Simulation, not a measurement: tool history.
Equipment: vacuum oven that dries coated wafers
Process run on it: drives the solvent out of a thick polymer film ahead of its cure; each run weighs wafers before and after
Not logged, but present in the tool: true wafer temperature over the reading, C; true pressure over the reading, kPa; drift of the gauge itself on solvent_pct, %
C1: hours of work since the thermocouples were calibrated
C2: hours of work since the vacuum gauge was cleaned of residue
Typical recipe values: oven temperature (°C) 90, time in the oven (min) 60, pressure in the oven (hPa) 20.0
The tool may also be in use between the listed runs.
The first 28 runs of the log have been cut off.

run 29 hour=898.0 | oven_temperature_(°C)=83 time_in_the_oven_(min)=37 pressure_in_the_oven_(hPa)=20.0 | C1=287 C2=1324 | solvent_left_in_the_film_(%)=7.31
run 30 hour=924.2 | oven_temperature_(°C)=90 time_in_the_oven_(min)=51 pressure_in_the_oven_(hPa)=17.6 | C1=306 C2=1343 | solvent_left_in_the_film_(%)=3.14
run 31 hour=954.6 | oven_temperature_(°C)=85 time_in_the_oven_(min)=60 pressure_in_the_oven_(hPa)=75.2 | C1=328 C2=1365 | solvent_left_in_the_film_(%)=6.33
run 32 hour=992.9 | oven_temperature_(°C)=93 time_in_the_oven_(min)=60 pressure_in_the_oven_(hPa)=11.6 | C1=356 C2=1393 | solvent_left_in_the_film_(%)=1.56
run 33 hour=1022.1 | oven_temperature_(°C)=90 time_in_the_oven_(min)=60 pressure_in_the_oven_(hPa)=52.3 | C1=377 C2=1414 | solvent_left_in_the_film_(%)=3.73
run 34 hour=1053.4 | oven_temperature_(°C)=90 time_in_the_oven_(min)=60 pressure_in_the_oven_(hPa)=52.3 | C1=400 C2=1437 | solvent_left_in_the_film_(%)=3.74
run 35 hour=1076.8 | oven_temperature_(°C)=98 time_in_the_oven_(min)=42 pressure_in_the_oven_(hPa)=38.0 | C1=417 C2=1454 | solvent_left_in_the_film_(%)=2.27
run 36 hour=1111.4 | oven_temperature_(°C)=90 time_in_the_oven_(min)=53 pressure_in_the_oven_(hPa)=20.0 | C1=442 C2=1479 | solvent_left_in_the_film_(%)=3.13
run 37 hour=1147.3 | oven_temperature_(°C)=90 time_in_the_oven_(min)=53 pressure_in_the_oven_(hPa)=20.0 | C1=468 C2=1505 | solvent_left_in_the_film_(%)=3.05
run 38 hour=1196.0 | oven_temperature_(°C)=81 time_in_the_oven_(min)=94 pressure_in_the_oven_(hPa)=20.0 | C1=504 C2=1541 | solvent_left_in_the_film_(%)=3.82
run 39 hour=1236.8 | oven_temperature_(°C)=97 time_in_the_oven_(min)=61 pressure_in_the_oven_(hPa)=27.7 | C1=533 C2=1571 | solvent_left_in_the_film_(%)=1.31
run 40 hour=1273.5 | oven_temperature_(°C)=97 time_in_the_oven_(min)=61 pressure_in_the_oven_(hPa)=14.6 | C1=560 C2=1597 | solvent_left_in_the_film_(%)=0.92
run 41 hour=1309.5 | oven_temperature_(°C)=101 time_in_the_oven_(min)=84 pressure_in_the_oven_(hPa)=14.6 | C1=586 C2=1624 | solvent_left_in_the_film_(%)=0.43
-- hour=1332.6 oven's thermocouples calibrated
run 42 hour=1343.3 | oven_temperature_(°C)=101 time_in_the_oven_(min)=84 pressure_in_the_oven_(hPa)=14.6 | C1=8 C2=1647 | solvent_left_in_the_film_(%)=0.41
run 43 hour=1365.8 | oven_temperature_(°C)=75 time_in_the_oven_(min)=41 pressure_in_the_oven_(hPa)=14.6 | C1=24 C2=1663 | solvent_left_in_the_film_(%)=9.52
run 44 hour=1407.5 | oven_temperature_(°C)=75 time_in_the_oven_(min)=41 pressure_in_the_oven_(hPa)=14.6 | C1=55 C2=1693 | solvent_left_in_the_film_(%)=9.49
run 45 hour=1439.4 | oven_temperature_(°C)=75 time_in_the_oven_(min)=41 pressure_in_the_oven_(hPa)=14.6 | C1=78 C2=1717 | solvent_left_in_the_film_(%)=9.60
run 46 hour=1488.2 | oven_temperature_(°C)=75 time_in_the_oven_(min)=41 pressure_in_the_oven_(hPa)=14.6 | C1=113 C2=1752 | solvent_left_in_the_film_(%)=9.59
run 47 hour=1512.2 | oven_temperature_(°C)=75 time_in_the_oven_(min)=41 pressure_in_the_oven_(hPa)=14.6 | C1=131 C2=1770 | solvent_left_in_the_film_(%)=9.60

What if the next run were any one of these 4? Each begins from the tool's condition after run 47:
run A hour=1562.8 | oven_temperature_(°C)=96 time_in_the_oven_(min)=41 pressure_in_the_oven_(hPa)=66.2 | C1=168 C2=1806 | solvent_left_in_the_film_(%)=?
run B hour=1562.8 | oven_temperature_(°C)=75 time_in_the_oven_(min)=45 pressure_in_the_oven_(hPa)=12.2 | C1=168 C2=1806 | solvent_left_in_the_film_(%)=?
run C hour=1562.8 | oven_temperature_(°C)=79 time_in_the_oven_(min)=51 pressure_in_the_oven_(hPa)=18.8 | C1=168 C2=1806 | solvent_left_in_the_film_(%)=?
run D hour=1562.8 | oven_temperature_(°C)=77 time_in_the_oven_(min)=60 pressure_in_the_oven_(hPa)=27.1 | C1=168 C2=1806 | solvent_left_in_the_film_(%)=?

run=A solvent_left_in_the_film_(%)=3.55
run=B solvent_left_in_the_film_(%)=9.10
run=C solvent_left_in_the_film_(%)=7.39
run=D solvent_left_in_the_film_(%)=7.82
With no hidden state in the tool, these same runs would have given:
run=A solvent_left_in_the_film_(%)=3.53
run=B solvent_left_in_the_film_(%)=9.08
run=C solvent_left_in_the_film_(%)=7.37
run=D solvent_left_in_the_film_(%)=7.80
